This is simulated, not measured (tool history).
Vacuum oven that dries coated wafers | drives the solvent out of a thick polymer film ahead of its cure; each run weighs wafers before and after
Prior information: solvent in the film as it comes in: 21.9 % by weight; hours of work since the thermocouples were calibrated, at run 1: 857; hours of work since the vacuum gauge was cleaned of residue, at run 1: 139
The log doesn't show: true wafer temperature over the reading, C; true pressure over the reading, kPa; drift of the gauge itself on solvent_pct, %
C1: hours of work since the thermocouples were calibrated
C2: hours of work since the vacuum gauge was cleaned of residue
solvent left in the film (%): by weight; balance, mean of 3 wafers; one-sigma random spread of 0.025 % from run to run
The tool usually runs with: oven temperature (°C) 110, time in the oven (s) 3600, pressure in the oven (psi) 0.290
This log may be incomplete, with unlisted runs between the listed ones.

Run 1, day 0.000: usual settings; C1 857; C2 139. Result: solvent left in the film (%) 2.83.
Run 2, day 0.533: usual settings but oven temperature (°C) 96; C1 863; C2 145. Result: solvent left in the film (%) 7.76.
Run 3, day 0.933: usual settings but oven temperature (°C) 96; C1 868; C2 149. Result: solvent left in the film (%) 7.80.
Run 4, day 1.350: usual settings but oven temperature (°C) 96, pressure in the oven (psi) 0.316; C1 872; C2 154. Result: solvent left in the film (%) 8.05.
Run 5, day 1.596: usual settings but oven temperature (°C) 96, pressure in the oven (psi) 0.316; C1 875; C2 157. Result: solvent left in the film (%) 7.99.
Run 6, day 1.900: usual settings but oven temperature (°C) 96, pressure in the oven (psi) 0.316; C1 879; C2 160. Result: solvent left in the film (%) 7.94.
Run 7, day 2.212: usual settings but oven temperature (°C) 96, pressure in the oven (psi) 0.316; C1 882; C2 164. Result: solvent left in the film (%) 8.05.
Run 8, day 2.642: usual settings but oven temperature (°C) 96, pressure in the oven (psi) 0.316; C1 887; C2 169. Result: solvent left in the film (%) 7.93.
Run 9, day 3.154: usual settings but oven temperature (°C) 96, pressure in the oven (psi) 0.316; C1 893; C2 175. Result: solvent left in the film (%) 8.09.
Run 10, day 3.558: usual settings but oven temperature (°C) 96, pressure in the oven (psi) 0.316; C1 897; C2 179. Result: solvent left in the film (%) 7.95.
Run 11, day 4.046: usual settings but oven temperature (°C) 124, pressure in the oven (psi) 0.199; C1 903; C2 185. Result: solvent left in the film (%) 0.96.
Run 12, day 4.517: usual settings but oven temperature (°C) 124, pressure in the oven (psi) 0.199; C1 908; C2 190. Result: solvent left in the film (%) 0.98.
Run 13, day 4.788: usual settings but oven temperature (°C) 119, time in the oven (s) 4740, pressure in the oven (psi) 0.199; C1 911; C2 193. Result: solvent left in the film (%) 1.14.
Run 14, day 5.204: usual settings but oven temperature (°C) 114, time in the oven (s) 3720, pressure in the oven (psi) 0.199; C1 916; C2 198. Result: solvent left in the film (%) 1.53.
Run 15, day 5.533: usual settings but oven temperature (°C) 114, time in the oven (s) 3720, pressure in the oven (psi) 0.199; C1 920; C2 202. Result: solvent left in the film (%) 1.57.
Run 16, day 5.771: usual settings but pressure in the oven (psi) 1.125; C1 923; C2 204. Result: solvent left in the film (%) 8.94.

Predict the results of run 17:
Run 17, day 6.129: usual settings but oven temperature (°C) 109, time in the oven (s) 4860; C1 927; C2 208. Result: solvent left in the film (%) ?.

Run 17 yielded solvent left in the film (%) 2.57.
Were there no unlogged condition in the tool, this run, its random variation unchanged, would have produced solvent left in the film (%) 2.64.
